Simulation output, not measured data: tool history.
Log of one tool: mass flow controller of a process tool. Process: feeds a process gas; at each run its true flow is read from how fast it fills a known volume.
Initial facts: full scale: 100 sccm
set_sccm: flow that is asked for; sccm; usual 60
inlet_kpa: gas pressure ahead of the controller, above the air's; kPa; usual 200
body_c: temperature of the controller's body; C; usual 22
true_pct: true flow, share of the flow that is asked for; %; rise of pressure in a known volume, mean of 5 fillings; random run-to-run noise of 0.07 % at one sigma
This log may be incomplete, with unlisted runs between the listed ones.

Run 1, day 0.000: usual settings. Result: true_pct 98.93 %.
Run 2, day 7.833: usual settings. Result: true_pct 98.83 %.
Run 3, day 15.696: usual settings. Result: true_pct 98.69 %.
Run 4, day 23.562: usual settings. Result: true_pct 98.65 %.
Run 5, day 28.825: usual settings but inlet_kpa 240 kPa. Result: true_pct 98.43 %.
Run 6, day 36.600: usual settings but inlet_kpa 240 kPa. Result: true_pct 98.29 %.
Run 7, day 43.483: usual settings but inlet_kpa 240 kPa. Result: true_pct 98.37 %.
Run 8, day 51.042: usual settings. Result: true_pct 98.43 %.
Run 9, day 55.738: usual settings. Result: true_pct 98.28 %.
Run 10, day 62.754: usual settings but set_sccm 64 sccm. Result: true_pct 98.22 %.
Run 11, day 66.996: usual settings but set_sccm 29 sccm, inlet_kpa 255 kPa. Result: true_pct 97.10 %.
Run 12, day 72.475: usual settings but set_sccm 29 sccm, inlet_kpa 255 kPa. Result: true_pct 97.05 %.
Run 13, day 78.512: usual settings but set_sccm 39 sccm, inlet_kpa 166 kPa. Result: true_pct 97.60 %.
Run 14, day 87.171: usual settings but set_sccm 39 sccm, inlet_kpa 166 kPa. Result: true_pct 97.50 %.

Run 15 has not been measured yet. What should we expect?
Run 15, day 91.438: usual settings but set_sccm 39 sccm, inlet_kpa 166 kPa. Result: true_pct ?.

true_pct: 97.64 %
Had the tool carried no hidden state, the very same run would have given true_pct 98.57 %.

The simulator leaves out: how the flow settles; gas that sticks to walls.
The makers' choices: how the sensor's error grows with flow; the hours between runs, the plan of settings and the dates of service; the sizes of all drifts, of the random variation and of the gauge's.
